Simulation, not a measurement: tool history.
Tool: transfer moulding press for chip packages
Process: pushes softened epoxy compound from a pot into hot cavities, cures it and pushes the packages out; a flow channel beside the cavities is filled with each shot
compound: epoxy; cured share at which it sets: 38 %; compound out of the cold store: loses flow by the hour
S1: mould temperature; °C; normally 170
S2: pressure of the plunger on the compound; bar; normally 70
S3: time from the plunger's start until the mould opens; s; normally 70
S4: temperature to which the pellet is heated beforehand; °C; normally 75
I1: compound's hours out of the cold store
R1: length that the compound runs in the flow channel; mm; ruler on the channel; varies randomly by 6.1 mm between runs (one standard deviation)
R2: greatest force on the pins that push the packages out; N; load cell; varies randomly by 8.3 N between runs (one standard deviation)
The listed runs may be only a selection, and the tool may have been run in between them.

{"run": 1, "hour": 0.0, "S1": 170, "S2": 70, "S3": 70, "S4": 75, "I1": 25.6, "R1": 621, "R2": 467}
{"hour": 20.1, "done": "cavities cleaned with cleaning compound and waxed"}
{"run": 2, "hour": 34.2, "S1": 170, "S2": 70, "S3": 70, "S4": 77, "I1": 45.1, "R1": 593, "R2": 401}
{"hour": 63.6, "done": "cavities cleaned with cleaning compound and waxed"}
{"run": 3, "hour": 63.6, "S1": 170, "S2": 70, "S3": 70, "S4": 77, "I1": 36.0, "R1": 605, "R2": 353}
{"run": 4, "hour": 88.9, "S1": 167, "S2": 70, "S3": 70, "S4": 77, "I1": 34.1, "R1": 604, "R2": 514}
{"hour": 110.2, "done": "cavities cleaned with cleaning compound and waxed"}
{"hour": 122.2, "done": "plunger's sealing rings changed"}
{"run": 5, "hour": 141.1, "S1": 170, "S2": 70, "S3": 70, "S4": 75, "I1": 18.6, "R1": 677, "R2": 443}
{"hour": 157.3, "done": "cavities cleaned with cleaning compound and waxed"}
{"hour": 201.0, "done": "cavities cleaned with cleaning compound and waxed"}
{"run": 6, "hour": 201.0, "S1": 170, "S2": 70, "S3": 70, "S4": 80, "I1": 32.8, "R1": 642, "R2": 353}
{"run": 7, "hour": 237.3, "S1": 170, "S2": 70, "S3": 79, "S4": 75, "I1": 20.5, "R1": 649, "R2": 426}
{"hour": 244.6, "done": "cavities cleaned with cleaning compound and waxed"}
{"run": 8, "hour": 286.2, "S1": 170, "S2": 70, "S3": 79, "S4": 75, "I1": 42.4, "R1": 616, "R2": 439}
{"hour": 291.8, "done": "cavities cleaned with cleaning compound and waxed"}
{"hour": 336.3, "done": "cavities cleaned with cleaning compound and waxed"}
{"run": 9, "hour": 341.6, "S1": 170, "S2": 70, "S3": 79, "S4": 78, "I1": 19.5, "R1": 640, "R2": 324}
{"hour": 385.0, "done": "cavities cleaned with cleaning compound and waxed"}
{"run": 10, "hour": 387.0, "S1": 170, "S2": 70, "S3": 79, "S4": 78, "I1": 34.8, "R1": 606, "R2": 325}
{"hour": 433.7, "done": "cavities cleaned with cleaning compound and waxed"}
{"run": 11, "hour": 449.0, "S1": 170, "S2": 70, "S3": 70, "S4": 75, "I1": 31.4, "R1": 611, "R2": 395}
{"hour": 478.8, "done": "cavities cleaned with cleaning compound and waxed"}
{"hour": 496.2, "done": "plunger's sealing rings changed"}
{"run": 12, "hour": 512.6, "S1": 170, "S2": 70, "S3": 70, "S4": 75, "I1": 45.2, "R1": 632, "R2": 459}
{"hour": 525.5, "done": "cavities cleaned with cleaning compound and waxed"}
{"run": 13, "hour": 561.0, "S1": 170, "S2": 75, "S3": 70, "S4": 75, "I1": 25.8, "R1": 676, "R2": 465}
{"hour": 571.1, "done": "cavities cleaned with cleaning compound and waxed"}
{"hour": 604.6, "done": "mould's thermocouples calibrated"}
{"run": 14, "hour": 607.8, "S1": 175, "S2": 70, "S3": 89, "S4": 80, "I1": 26.2, "R1": 637, "R2": 416}
{"hour": 618.3, "done": "cavities cleaned with cleaning compound and waxed"}
{"run": 15, "hour": 653.8, "S1": 170, "S2": 70, "S3": 70, "S4": 71, "I1": 33.6, "R1": 629, "R2": 473}
{"hour": 666.1, "done": "cavities cleaned with cleaning compound and waxed"}
{"run": 16, "hour": 693.3, "S1": 170, "S2": 70, "S3": 70, "S4": 71, "I1": 35.6, "R1": 625, "R2": 471}
{"hour": 713.1, "done": "cavities cleaned with cleaning compound and waxed"}
{"run": 17, "hour": 747.7, "S1": 176, "S2": 70, "S3": 70, "S4": 73, "I1": 26.9, "R1": 613, "R2": 417}

The next listed run, before its measurement:
{"hour": 757.5, "done": "cavities cleaned with cleaning compound and waxed"}
{"run": 18, "hour": 780.2, "S1": 170, "S2": 70, "S3": 63, "S4": 65, "I1": 31.4, "R1": "?", "R2": "?"}

Logged for run 18: R1 616 mm, R2 589 N.
Minus the tool's unlogged condition, the same run would have read R1 659 mm, R2 484 N.

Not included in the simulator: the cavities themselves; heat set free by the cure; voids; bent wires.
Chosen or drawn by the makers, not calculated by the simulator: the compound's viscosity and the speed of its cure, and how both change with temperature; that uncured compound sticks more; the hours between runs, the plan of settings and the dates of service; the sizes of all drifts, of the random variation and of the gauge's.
